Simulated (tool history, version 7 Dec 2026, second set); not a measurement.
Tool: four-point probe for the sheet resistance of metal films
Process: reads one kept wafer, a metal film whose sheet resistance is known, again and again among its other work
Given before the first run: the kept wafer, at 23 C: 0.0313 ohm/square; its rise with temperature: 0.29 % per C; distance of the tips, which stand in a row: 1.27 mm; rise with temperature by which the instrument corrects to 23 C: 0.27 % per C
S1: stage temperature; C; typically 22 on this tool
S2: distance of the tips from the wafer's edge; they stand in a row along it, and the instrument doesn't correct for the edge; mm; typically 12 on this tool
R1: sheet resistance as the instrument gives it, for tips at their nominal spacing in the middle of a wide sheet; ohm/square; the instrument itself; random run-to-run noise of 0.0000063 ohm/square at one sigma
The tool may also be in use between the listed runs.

run	hour	S1	S2	R1
1	0	22	12	0.031376
2	9.8	22	12	0.031377
3	22.2	22	12	0.03138
4	40	22	12	0.031381
5	50.6	22	12	0.031396
6	63.2	22	4	0.032791
7	73.8	22	4	0.032795
8	82.3	22	4	0.032791
9	95.6	27	12	0.031422
10	109.7	33	12	0.031446
11	123.9	33	39	0.031273
12	141.4	20	12	0.03138
13	158.3	20	12	0.031367
14	174.4	33	12	0.031443
15	187.9	33	12	0.031452
16	198.3	33	12	0.031439
17	215.5	33	12	0.03144
18	230.9	33	12	0.031458
19	238.8	33	12	0.03145
20	249.7	22	12	0.031391
21	267.7	22	12	0.031382
22	276.2	22	12	0.031385
23	291.1	22	12	0.031393
24	308.7	27	13	0.031396
25	326.9	27	13	0.031391
26	344.5	25	6	0.031953
27	353.2	31	69	0.031271
28	372.1	22	11	0.031434
29	390	24	23	0.031264
30	404.1	19	8	0.031603
# hour 405.8: stage's thermometer calibrated
31	419.3	24	10	0.031497
32	435.1	24	54	0.031241
33	451.1	23	4	0.032812
34	470.4	23	4	0.032823
# hour 488.4: stage's thermometer calibrated, once more
35	489.3	25	25	0.031254
36	497.3	21	7	0.03175
37	509.1	24	25	0.031245
38	528.3	34	5	0.032307
39	540.1	22	9	0.031525
40	550.5	26	9	0.031543
41	568.4	26	9	0.031553
42	588	26	9	0.031549
43	606	30	52	0.031251
44	622.9	30	52	0.031254

Subtracting, for every run, the result it would have given without the tool's unlogged condition from the measured result gives the following. The same run-to-run variation enters both numbers; the gauge's scatter may not:
The hidden state here: inner tips' distance over the nominal, %; tips' flats over new ones', %; wafer's true temperature over the reading, C; drift of the gauge itself on sheet_ohm, %.
run	R1
1	-0.000104
2	-0.000104
3	-0.000103
4	-0.000103
5	-0.000102
6	-0.000106
7	-0.000106
8	-0.000105
9	-0.000101
10	-0.000101
11	-0.000099
12	-0.000099
13	-0.000098
14	-0.000098
15	-0.000097
16	-0.000097
17	-0.000096
18	-0.000096
19	-0.000096
20	-0.000095
21	-0.000094
22	-0.000093
23	-0.000093
24	-0.000093
25	-0.000092
26	-0.000092
27	-0.000091
28	-0.00009
29	-0.000089
30	-0.000089
31	-0.000083
32	-0.000082
33	-0.000085
34	-0.000084
35	-0.000099
36	-0.000099
37	-0.000098
38	-0.0001
39	-0.000098
40	-0.000097
41	-0.000096
42	-0.000096
43	-0.000095
44	-0.000094

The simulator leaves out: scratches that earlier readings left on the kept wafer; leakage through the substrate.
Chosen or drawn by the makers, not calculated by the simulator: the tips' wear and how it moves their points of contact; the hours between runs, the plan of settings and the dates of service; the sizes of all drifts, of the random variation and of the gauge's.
